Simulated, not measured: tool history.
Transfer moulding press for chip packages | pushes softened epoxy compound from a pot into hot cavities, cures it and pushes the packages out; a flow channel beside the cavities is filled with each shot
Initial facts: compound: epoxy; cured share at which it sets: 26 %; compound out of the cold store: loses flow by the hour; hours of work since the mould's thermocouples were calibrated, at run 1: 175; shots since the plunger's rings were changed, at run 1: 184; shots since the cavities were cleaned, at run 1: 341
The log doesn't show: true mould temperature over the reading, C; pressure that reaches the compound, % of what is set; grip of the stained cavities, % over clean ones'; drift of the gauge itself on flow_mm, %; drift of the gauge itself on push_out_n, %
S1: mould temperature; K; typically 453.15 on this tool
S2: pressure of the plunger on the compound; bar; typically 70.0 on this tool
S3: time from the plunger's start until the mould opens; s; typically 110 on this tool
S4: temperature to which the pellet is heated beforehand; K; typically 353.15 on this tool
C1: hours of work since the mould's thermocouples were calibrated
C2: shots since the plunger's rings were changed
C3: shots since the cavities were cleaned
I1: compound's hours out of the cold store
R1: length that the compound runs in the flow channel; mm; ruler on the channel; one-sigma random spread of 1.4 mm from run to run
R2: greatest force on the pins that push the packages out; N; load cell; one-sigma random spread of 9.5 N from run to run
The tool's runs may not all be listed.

{"run": 1, "hour": 0.0, "S1": 453.15, "S2": 70.0, "S3": 110, "S4": 353.15, "C1": 175, "C2": 184, "C3": 341, "I1": 22.8, "R1": 629, "R2": 415}
{"run": 2, "hour": 13.9, "S1": 453.15, "S2": 70.0, "S3": 110, "S4": 353.15, "C1": 186, "C2": 355, "C3": 512, "I1": 24.9, "R1": 620, "R2": 428}
{"hour": 25.2, "done": "cavities cleaned with cleaning compound and waxed"}
{"run": 3, "hour": 29.6, "S1": 453.15, "S2": 82.7, "S3": 110, "S4": 353.15, "C1": 197, "C2": 529, "C3": 54, "I1": 34.5, "R1": 624, "R2": 420}
{"run": 4, "hour": 42.6, "S1": 447.15, "S2": 82.7, "S3": 110, "S4": 353.15, "C1": 207, "C2": 689, "C3": 214, "I1": 25.1, "R1": 683, "R2": 546}
{"run": 5, "hour": 53.9, "S1": 453.15, "S2": 70.0, "S3": 110, "S4": 353.15, "C1": 215, "C2": 828, "C3": 353, "I1": 15.9, "R1": 661, "R2": 446}
{"run": 6, "hour": 65.9, "S1": 453.15, "S2": 70.1, "S3": 110, "S4": 353.15, "C1": 224, "C2": 976, "C3": 501, "I1": 29.8, "R1": 596, "R2": 427}
{"run": 7, "hour": 74.4, "S1": 453.15, "S2": 70.1, "S3": 110, "S4": 353.15, "C1": 231, "C2": 1079, "C3": 604, "I1": 37.2, "R1": 568, "R2": 424}
{"hour": 78.2, "done": "cavities cleaned with cleaning compound and waxed"}
{"run": 8, "hour": 94.2, "S1": 453.15, "S2": 70.0, "S3": 110, "S4": 353.15, "C1": 245, "C2": 1304, "C3": 196, "I1": 40.7, "R1": 549, "R2": 420}
{"run": 9, "hour": 112.5, "S1": 453.15, "S2": 70.0, "S3": 110, "S4": 353.15, "C1": 258, "C2": 1529, "C3": 421, "I1": 40.2, "R1": 552, "R2": 416}
{"run": 10, "hour": 127.5, "S1": 453.15, "S2": 70.0, "S3": 110, "S4": 353.15, "C1": 270, "C2": 1713, "C3": 605, "I1": 14.6, "R1": 665, "R2": 430}
{"hour": 130.6, "done": "cavities cleaned with cleaning compound and waxed"}
{"run": 11, "hour": 144.1, "S1": 453.15, "S2": 70.0, "S3": 110, "S4": 353.15, "C1": 281, "C2": 1899, "C3": 166, "I1": 45.0, "R1": 534, "R2": 424}
{"run": 12, "hour": 158.5, "S1": 453.15, "S2": 70.0, "S3": 110, "S4": 353.15, "C1": 292, "C2": 2076, "C3": 343, "I1": 8.3, "R1": 698, "R2": 429}
{"run": 13, "hour": 170.5, "S1": 453.15, "S2": 70.0, "S3": 124, "S4": 353.15, "C1": 301, "C2": 2223, "C3": 490, "I1": 34.2, "R1": 578, "R2": 412}
{"run": 14, "hour": 178.6, "S1": 453.15, "S2": 70.0, "S3": 110, "S4": 353.15, "C1": 307, "C2": 2322, "C3": 589, "I1": 21.4, "R1": 633, "R2": 434}
{"hour": 183.1, "done": "cavities cleaned with cleaning compound and waxed"}
{"run": 15, "hour": 191.6, "S1": 453.15, "S2": 70.0, "S3": 110, "S4": 353.15, "C1": 316, "C2": 2463, "C3": 104, "I1": 16.5, "R1": 656, "R2": 434}
{"run": 16, "hour": 205.8, "S1": 450.15, "S2": 80.4, "S3": 130, "S4": 355.15, "C1": 327, "C2": 2637, "C3": 278, "I1": 8.6, "R1": 757, "R2": 437}
{"run": 17, "hour": 219.3, "S1": 453.15, "S2": 70.0, "S3": 111, "S4": 353.15, "C1": 337, "C2": 2803, "C3": 444, "I1": 44.1, "R1": 536, "R2": 446}
{"run": 18, "hour": 229.8, "S1": 453.15, "S2": 70.0, "S3": 111, "S4": 353.15, "C1": 345, "C2": 2933, "C3": 574, "I1": 47.0, "R1": 525, "R2": 448}
{"hour": 236.2, "done": "cavities cleaned with cleaning compound and waxed"}
{"run": 19, "hour": 239.7, "S1": 446.15, "S2": 66.8, "S3": 112, "S4": 356.15, "C1": 352, "C2": 3035, "C3": 42, "I1": 15.3, "R1": 665, "R2": 544}
{"run": 20, "hour": 251.5, "S1": 446.15, "S2": 66.8, "S3": 112, "S4": 356.15, "C1": 361, "C2": 3181, "C3": 188, "I1": 41.2, "R1": 551, "R2": 516}
{"hour": 267.1, "done": "plunger's sealing rings changed"}
{"run": 21, "hour": 267.2, "S1": 446.15, "S2": 66.8, "S3": 112, "S4": 356.15, "C1": 371, "C2": 2, "C3": 350, "I1": 10.9, "R1": 688, "R2": 578}
{"run": 22, "hour": 280.6, "S1": 446.15, "S2": 66.8, "S3": 112, "S4": 356.15, "C1": 381, "C2": 165, "C3": 513, "I1": 47.5, "R1": 525, "R2": 531}
{"hour": 291.1, "done": "cavities cleaned with cleaning compound and waxed"}
{"run": 23, "hour": 299.9, "S1": 446.15, "S2": 66.5, "S3": 112, "S4": 356.15, "C1": 394, "C2": 385, "C3": 108, "I1": 36.1, "R1": 571, "R2": 535}
{"run": 24, "hour": 310.2, "S1": 446.15, "S2": 66.5, "S3": 112, "S4": 356.15, "C1": 402, "C2": 511, "C3": 234, "I1": 42.5, "R1": 542, "R2": 514}
{"run": 25, "hour": 322.2, "S1": 455.15, "S2": 66.5, "S3": 112, "S4": 358.15, "C1": 411, "C2": 658, "C3": 381, "I1": 24.8, "R1": 598, "R2": 430}
{"run": 26, "hour": 336.8, "S1": 455.15, "S2": 60.7, "S3": 112, "S4": 356.15, "C1": 422, "C2": 837, "C3": 560, "I1": 37.9, "R1": 521, "R2": 410}
{"hour": 344.1, "done": "cavities cleaned with cleaning compound and waxed"}
{"run": 27, "hour": 353.2, "S1": 453.15, "S2": 70.0, "S3": 113, "S4": 358.15, "C1": 434, "C2": 1021, "C3": 112, "I1": 8.4, "R1": 697, "R2": 437}

Each row is a separate what-if for the run after 27, all from the same tool condition, not one after another. Results?
{"run": "A", "hour": 371.5, "S1": 449.15, "S2": 70.0, "S3": 113, "S4": 359.15, "C1": 447, "C2": 1245, "C3": 336, "I1": 43.9, "R1": "?", "R2": "?"}
{"run": "B", "hour": 371.5, "S1": 453.15, "S2": 70.0, "S3": 103, "S4": 358.15, "C1": 447, "C2": 1245, "C3": 336, "I1": 32.9, "R1": "?", "R2": "?"}
{"run": "C", "hour": 371.5, "S1": 453.15, "S2": 60.2, "S3": 107, "S4": 346.15, "C1": 447, "C2": 1245, "C3": 336, "I1": 12.9, "R1": "?", "R2": "?"}
{"run": "D", "hour": 371.5, "S1": 456.15, "S2": 70.0, "S3": 110, "S4": 358.15, "C1": 447, "C2": 1245, "C3": 336, "I1": 47.9, "R1": "?", "R2": "?"}

run=A R1=545 R2=467
run=B R1=582 R2=456
run=C R1=625 R2=463
run=D R1=517 R2=400
With no hidden state in the tool, these same runs would have given:
run=A R1=545 R2=462
run=B R1=582 R2=451
run=C R1=625 R2=458
run=D R1=517 R2=396
